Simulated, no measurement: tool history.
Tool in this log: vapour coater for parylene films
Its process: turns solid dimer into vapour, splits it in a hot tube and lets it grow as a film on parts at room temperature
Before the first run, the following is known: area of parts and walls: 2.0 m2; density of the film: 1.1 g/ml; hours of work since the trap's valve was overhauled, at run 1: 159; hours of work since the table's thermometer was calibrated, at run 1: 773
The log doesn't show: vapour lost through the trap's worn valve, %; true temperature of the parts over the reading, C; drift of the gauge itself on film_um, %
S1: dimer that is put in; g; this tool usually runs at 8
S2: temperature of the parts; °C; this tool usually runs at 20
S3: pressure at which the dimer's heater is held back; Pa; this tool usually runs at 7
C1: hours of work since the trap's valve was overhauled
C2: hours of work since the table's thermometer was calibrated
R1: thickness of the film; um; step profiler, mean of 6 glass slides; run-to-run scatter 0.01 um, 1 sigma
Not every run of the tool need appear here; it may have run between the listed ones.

run,hour,S1,S2,S3,C1,C2,R1
1,0,8,20,7,159,773,2.76
2,20.8,8,20,7,174,787,2.75
3,35.4,8,20,7,184,798,2.75
4,53.1,8,20,7,197,810,2.74
5,79.2,8,20,7,215,829,2.74
6,107.7,8,20,6.78,236,849,2.74
7,136.8,7,20,7,257,870,2.41
# hour 159.1: trap's valve overhauled
8,169.8,7,20,7,8,891,2.37
9,198.6,7,20,7,28,911,2.38
10,212.2,8,20,7,38,921,2.74
11,232.9,8,20,6.01,53,936,2.75
12,246.3,8,20,4.23,62,946,2.82
13,267,8,20,7,77,960,2.72
14,280.2,8,20,7,86,970,2.71
15,294.7,8,20,7,97,980,2.7
16,322.5,8,20,7,117,1000,2.7
17,345.2,8,20,7,133,1016,2.71
# hour 350.3: gauge calibrated
18,368.8,8,15,3.04,150,1033,3.57
19,397,6,26,7,170,1053,1.58
20,424.6,6,26,7,190,1073,1.57
# hour 441.8: table's thermometer calibrated
21,449.4,10,29,4.28,207,5,2.37
22,470.9,10,29,4.28,222,21,2.38
23,494.6,11,17,9.68,239,38,4.18
24,523,5,14,2.99,259,58,2.21
# hour 541.3: trap's valve overhauled
25,547.9,5,14,2.99,5,73,2.21
26,565.6,8,20,3.98,17,86,2.83
27,592.7,11,18,3.8,37,105,4.26
28,615.8,7,20,3.8,53,121,2.48
29,642.2,7,20,3.8,72,140,2.45
# hour 649.6: gauge calibrated
30,656.8,7,20,3.8,82,151,2.52
31,676.5,11,20,7.16,97,165,3.78
32,691.3,11,20,7.16,107,175,3.75
33,717.8,11,13,7.68,126,194,4.85

What if the next run were any one of these 3? Each begins from the tool's condition after run 33:
A,746.1,4,13,2.05,146,214,?
B,746.1,11,13,11.02,146,214,?
C,746.1,4,13,5.93,146,214,?

run,R1
A,1.78
B,4.85
C,1.77
The same runs, with their run-to-run variation unchanged, on a tool lacking any hidden condition would have given:
run,R1
A,1.79
B,4.88
C,1.78
